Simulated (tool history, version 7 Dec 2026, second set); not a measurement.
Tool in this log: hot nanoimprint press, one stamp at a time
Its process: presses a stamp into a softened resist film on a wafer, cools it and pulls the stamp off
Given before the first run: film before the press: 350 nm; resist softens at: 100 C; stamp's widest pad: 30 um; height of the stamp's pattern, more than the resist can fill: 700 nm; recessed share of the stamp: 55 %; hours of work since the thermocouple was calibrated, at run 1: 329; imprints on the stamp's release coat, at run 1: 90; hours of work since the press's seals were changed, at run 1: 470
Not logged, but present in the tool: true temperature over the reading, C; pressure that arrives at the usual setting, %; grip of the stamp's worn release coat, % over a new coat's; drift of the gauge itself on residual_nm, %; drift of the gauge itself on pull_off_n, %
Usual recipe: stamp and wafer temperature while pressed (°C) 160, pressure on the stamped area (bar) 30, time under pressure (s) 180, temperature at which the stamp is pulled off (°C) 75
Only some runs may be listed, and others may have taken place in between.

run	hour	stamp and wafer temperature while pressed (°C)	pressure on the stamped area (bar)	time under pressure (s)	temperature at which the stamp is pulled off (°C)	hours of work since the thermocouple was calibrated	imprints on the stamp's release coat	hours of work since the press's seals were changed	resist left under the stamp's widest pad (angstrom)	greatest force while the stamp is pulled off (N)
1	0	160	30	180	75	329	90	470	1481	190
2	15	160	20.1	180	75	340	169	482	1838	194
# hour 26.7: plate thermocouple calibrated
3	45.3	160	30	180	75	14	312	503	1475	199
4	80	160	39.4	180	75	41	494	529	1278	203
5	99.2	160	39.4	180	75	55	595	544	1294	187
6	120.6	150	39.4	180	75	72	706	560	2300	188
7	146	160	30	180	75	91	840	579	1499	185
8	163.9	160	30	180	75	105	934	593	1468	188
9	193	160	30	180	75	127	1086	615	1482	190
# hour 204.2: stamp cleaned and given a new release coat
10	220.1	160	30	180	75	143	84	631	1510	192
11	237	160	21.1	180	75	156	172	644	1768	186
12	252.8	160	21.1	180	75	168	255	656	1752	188
13	288.1	160	21.1	180	75	195	440	683	1750	190
14	305.8	160	21.1	180	75	208	533	697	1783	185
15	331.3	160	30	233	75	228	667	716	1339	187
16	367.7	160	30	158	63	255	857	744	1545	253
17	384.9	160	30	158	63	268	947	757	1562	245
18	406.5	157	35	196	73	285	1061	773	1578	196
# hour 421.2: stamp cleaned and given a new release coat
19	443.8	157	35	196	73	309	119	797	1572	206
20	467.1	157	35	196	73	327	241	815	1560	196
# hour 496.7: plate thermocouple calibrated
21	505	160	32.3	192	73	6	424	842	1412	199
22	522.6	160	32.3	192	73	20	516	855	1397	205
23	556.1	160	32.3	192	73	45	692	881	1403	205
24	582.8	148	19.6	180	74	66	832	901	2975	191
25	612.1	167	19.6	352	69	88	985	923	967	225
26	628.1	164	19.6	352	69	100	1069	935	1171	229
# hour 642: stamp cleaned and given a new release coat
27	656.9	164	19.6	352	70	118	79	953	1168	216
28	686.5	150	43.7	286	74	140	234	975	1889	201
29	714	150	43.7	286	74	161	378	996	1867	195

Here are 4 independent what-if runs from the current tool condition. What would each one return?
A	737.3	160	30	328	67	179	500	1014	?	?
B	737.3	167	34.7	348	75	179	500	1014	?	?
C	737.3	160	30	309	75	179	500	1014	?	?
D	737.3	161	31.8	255	74	179	500	1014	?	?

run	resist left under the stamp's widest pad (angstrom)	greatest force while the stamp is pulled off (N)
A	1201	231
B	703	194
C	1217	190
D	1206	192
Had the tool no hidden state, the same runs would have come out as:
run	resist left under the stamp's widest pad (angstrom)	greatest force while the stamp is pulled off (N)
A	1202	230
B	703	194
C	1218	189
D	1207	192
